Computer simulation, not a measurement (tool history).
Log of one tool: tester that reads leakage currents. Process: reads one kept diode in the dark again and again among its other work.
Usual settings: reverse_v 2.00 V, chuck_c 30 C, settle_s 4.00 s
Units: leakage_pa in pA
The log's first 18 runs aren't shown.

run    hour  reverse_v  chuck_c  settle_s  hours of work since the probe card was cleaned  hours of work since the tester was calibrated  hours of work since the chuck was calibrated  leakage_pa
 19   813.0       2.00       30      5.56                                             141                                           2124                                          2020       67.94
      833.2  -- probe card cleaned and baked, once more
 20   851.3       2.00       30      5.56                                              13                                           2149                                          2045       63.96
 21   879.5       2.00       30      4.00                                              32                                           2169                                          2065       64.20
 22   906.0       7.06       28      4.00                                              51                                           2187                                          2083       82.23
 23   959.8       9.62       28      1.25                                              88                                           2225                                          2121       93.27
 24  1006.3       9.62       28      1.25                                             121                                           2257                                          2153       94.26
 25  1033.9      14.21       30      0.65                                             140                                           2276                                          2172      131.02
 26  1090.8       8.86       21      3.02                                             180                                           2316                                          2212       50.46
 27  1118.1      14.52       42      8.97                                             199                                           2335                                          2231      352.27
 28  1149.6       3.59       38      4.08                                             221                                           2357                                          2253      159.54
 29  1200.4       4.11       49      3.35                                             256                                           2392                                          2288      406.01
 30  1251.6       2.59       30      0.51                                             292                                           2428                                          2324       73.64
 31  1303.2       2.59       30      0.30                                             328                                           2464                                          2360       74.12
 32  1335.1       1.17       30      3.60                                             350                                           2486                                          2382       55.41
 33  1396.2       2.63       24      2.59                                             393                                           2529                                          2425       43.78
 34  1454.2       2.63       24      2.59                                             433                                           2569                                          2465       44.26
 35  1497.6       2.00       46      2.46                                             463                                           2600                                          2496      255.72
     1506.7  -- chuck's temperature calibrated
 36  1540.0       2.23       32      0.86                                             491                                           2628                                            23       75.36
 37  1594.7       7.04       45      2.33                                             530                                           2666                                            61      327.88
 38  1645.9       8.45       43      5.04                                             565                                           2702                                            97      298.11
 39  1672.3      15.41       27      5.04                                             584                                           2720                                           115      110.26
 40  1727.6       1.18       23      5.18                                             622                                           2759                                           154       27.77
 41  1784.6       2.00       30      1.44                                             662                                           2798                                           194       62.13

Forecast each of these 3 alternatives for the next run:
  A  1821.0       2.00       30      0.82                                             687                                           2824                                           219           ?
  B  1821.0       2.54       39      5.17                                             687                                           2824                                           219           ?
  C  1821.0       5.09       38      4.36                                             687                                           2824                                           219           ?

run  leakage_pa
  A       62.79
  B      143.52
  C      169.16
Without the tool's hidden state the same runs would have given:
run  leakage_pa
  A       60.23
  B      141.30
  C      162.81

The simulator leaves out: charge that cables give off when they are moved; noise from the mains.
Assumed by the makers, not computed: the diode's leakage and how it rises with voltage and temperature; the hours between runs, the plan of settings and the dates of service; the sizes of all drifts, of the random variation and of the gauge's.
